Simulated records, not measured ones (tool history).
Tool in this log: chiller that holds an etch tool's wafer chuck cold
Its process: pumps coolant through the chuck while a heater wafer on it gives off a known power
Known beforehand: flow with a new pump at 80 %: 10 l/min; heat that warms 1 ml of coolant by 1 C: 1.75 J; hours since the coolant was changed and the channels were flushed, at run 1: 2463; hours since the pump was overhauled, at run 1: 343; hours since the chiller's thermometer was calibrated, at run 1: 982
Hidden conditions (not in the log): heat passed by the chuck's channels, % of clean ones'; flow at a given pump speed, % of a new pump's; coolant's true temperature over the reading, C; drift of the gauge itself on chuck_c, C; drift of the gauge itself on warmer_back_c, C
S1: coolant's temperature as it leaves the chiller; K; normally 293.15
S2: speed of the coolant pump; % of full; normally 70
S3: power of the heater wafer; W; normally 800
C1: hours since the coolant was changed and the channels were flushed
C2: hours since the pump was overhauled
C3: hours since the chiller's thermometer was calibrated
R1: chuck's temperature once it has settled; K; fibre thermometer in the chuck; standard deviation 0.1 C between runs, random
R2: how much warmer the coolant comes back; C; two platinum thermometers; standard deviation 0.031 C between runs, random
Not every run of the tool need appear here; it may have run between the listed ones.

{"run": 1, "day": 0.0, "S1": 293.15, "S2": 70, "S3": 800, "C1": 2463, "C2": 343, "C3": 982, "R1": 303.05, "R2": 3.14}
{"run": 2, "day": 0.675, "S1": 293.15, "S2": 70, "S3": 800, "C1": 2479, "C2": 359, "C3": 999, "R1": 302.85, "R2": 3.22}
{"run": 3, "day": 2.288, "S1": 293.15, "S2": 93, "S3": 800, "C1": 2518, "C2": 398, "C3": 1037, "R1": 300.45, "R2": 2.36}
{"run": 4, "day": 3.483, "S1": 293.15, "S2": 93, "S3": 800, "C1": 2546, "C2": 426, "C3": 1066, "R1": 300.55, "R2": 2.4}
{"run": 5, "day": 5.075, "S1": 293.15, "S2": 70, "S3": 800, "C1": 2584, "C2": 464, "C3": 1104, "R1": 303.05, "R2": 3.31}
{"run": 6, "day": 6.362, "S1": 292.15, "S2": 70, "S3": 800, "C1": 2615, "C2": 495, "C3": 1135, "R1": 302.25, "R2": 3.31}
{"run": 7, "day": 7.062, "S1": 293.15, "S2": 70, "S3": 800, "C1": 2632, "C2": 512, "C3": 1152, "R1": 302.95, "R2": 3.34}
{"run": 8, "day": 7.775, "S1": 293.15, "S2": 70, "S3": 800, "C1": 2649, "C2": 529, "C3": 1169, "R1": 303.35, "R2": 3.4}
{"run": 9, "day": 9.142, "S1": 293.15, "S2": 70, "S3": 800, "C1": 2682, "C2": 562, "C3": 1202, "R1": 302.95, "R2": 3.4}
{"run": 10, "day": 10.521, "S1": 293.15, "S2": 87, "S3": 914, "C1": 2715, "C2": 595, "C3": 1235, "R1": 302.25, "R2": 3.05}
{"run": 11, "day": 11.312, "S1": 293.15, "S2": 88, "S3": 1048, "C1": 2734, "C2": 614, "C3": 1254, "R1": 303.45, "R2": 3.51}
{"run": 12, "day": 12.758, "S1": 293.15, "S2": 77, "S3": 458, "C1": 2769, "C2": 649, "C3": 1289, "R1": 298.45, "R2": 1.87}
{"run": 13, "day": 13.842, "S1": 293.15, "S2": 77, "S3": 458, "C1": 2795, "C2": 675, "C3": 1315, "R1": 298.05, "R2": 1.88}
{"run": 14, "day": 14.65, "S1": 291.15, "S2": 79, "S3": 682, "C1": 2814, "C2": 694, "C3": 1334, "R1": 298.75, "R2": 2.69}
{"run": 15, "day": 15.625, "S1": 293.15, "S2": 70, "S3": 721, "C1": 2838, "C2": 718, "C3": 1357, "R1": 302.05, "R2": 3.23}
{"run": 16, "day": 16.929, "S1": 293.15, "S2": 70, "S3": 721, "C1": 2869, "C2": 749, "C3": 1389, "R1": 302.05, "R2": 3.19}
{"run": 17, "day": 18.096, "S1": 293.15, "S2": 70, "S3": 721, "C1": 2897, "C2": 777, "C3": 1417, "R1": 302.05, "R2": 3.27}
{"run": 18, "day": 18.821, "S1": 297.15, "S2": 75, "S3": 721, "C1": 2914, "C2": 794, "C3": 1434, "R1": 305.35, "R2": 3.08}

Pick out some run-to-run changes in R2. Of each, how much would a tool without hidden state show as well, from the settings, what came in and chance, and how much is left for the hidden state and any gauge scatter not in both results compared?
Run 3 -> 4: no setting changed, nothing entered. R2 +0.04 C: hidden state +0.03, all else +0.01.
Run 11 -> 12: S2 88 -> 77, S3 1048 -> 458. R2 -1.64 C: hidden state +0.03, all else -1.67.
